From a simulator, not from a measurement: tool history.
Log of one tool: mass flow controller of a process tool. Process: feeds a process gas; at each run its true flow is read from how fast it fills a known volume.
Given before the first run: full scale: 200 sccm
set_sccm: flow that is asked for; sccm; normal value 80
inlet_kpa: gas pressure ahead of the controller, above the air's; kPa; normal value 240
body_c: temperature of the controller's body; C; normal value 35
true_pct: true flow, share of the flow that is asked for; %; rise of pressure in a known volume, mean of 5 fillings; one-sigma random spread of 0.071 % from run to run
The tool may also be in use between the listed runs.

run	hour	set_sccm	inlet_kpa	body_c	true_pct
1	0	80	240	35	97.01
2	307.1	80	240	35	96.79
3	674.3	80	240	35	96.88
4	987.9	80	240	35	96.91
5	1163.8	80	240	35	96.86
6	1336.3	80	240	35	96.95
7	1651.3	80	240	35	96.71
8	2041.1	80	240	35	96.67
9	2251.1	80	240	35	96.64
10	2598.9	80	195	35	96.9
11	2892.5	80	195	35	96.88
12	3169.5	80	158	35	97.2
# hour 3290.7: controller exchanged for a calibrated one
13	3395.7	80	158	35	100.13
14	3578.2	80	240	31	99.02
15	3863.3	80	240	35	99.42
16	4077.3	80	240	35	99.37
17	4396.2	80	240	35	99.19
18	4711.2	103	240	35	99.45
19	5095.9	103	240	35	99.51
20	5390.4	103	240	35	99.31
21	5606	103	240	35	99.47
22	5818.6	103	240	31	98.91
23	6086.4	103	240	31	98.79
24	6362.5	80	240	36	99.21
25	6700.3	80	240	20	97.69
26	6862.4	91	153	23	98.53
27	7144.5	61	240	35	99.09
28	7308.3	24	155	24	99.27
29	7599.6	71	176	35	99.28
30	7853.4	67	225	35	99.15
31	8119.1	53	182	35	99.34
32	8386.7	53	182	35	99.36
33	8646.1	135	201	28	98.78
34	8851.1	60	225	21	97.62
35	9028.7	141	141	20	98.38
36	9242.6	68	192	38	99.34
37	9594	104	168	22	97.93
38	9876.2	104	168	22	98.01
39	10046.6	41	240	35	99.06
40	10281.1	41	240	35	99.11
41	10480.3	25	152	32	100.29
42	10719	27	171	21	98.99
43	11044.1	35	178	28	99.15
44	11370.9	45	187	36	99.38
45	11739.6	37	155	24	98.78
46	11953.3	143	201	24	97.74
47	12165.1	143	201	24	97.78
48	12448.4	143	201	24	97.93

For some of the steps in true_pct from one run to the next: how much would appear even if the tool had no hidden state, given the settings, what came in and random variation, and how much remains for the hidden state plus any gauge scatter that the measured result and the result without hidden state don't share?
The tool's hidden condition here consists of: flow at rest that the sensor doesn't see, % of full scale; true flow over the shown one, %; drift of the gauge itself on true_pct, %.
Run 12 -> 13: controller exchanged for a calibrated one. true_pct +2.93 %: hidden state +2.88, all else +0.05.
Run 24 -> 25: body_c 36 -> 20. true_pct -1.52 %: hidden state -0.04, all else -1.48.
Run 28 -> 29: set_sccm 24 -> 71, inlet_kpa 155 -> 176, body_c 24 -> 35. true_pct +0.01 %: hidden state -1.16, all else +1.17.
Run 36 -> 37: set_sccm 68 -> 104, inlet_kpa 192 -> 168, body_c 38 -> 22. true_pct -1.41 %: hidden state -0.35, all else -1.06.
Run 45 -> 46: set_sccm 37 -> 143, inlet_kpa 155 -> 201. true_pct -1.04 %: hidden state -1.64, all else +0.6.
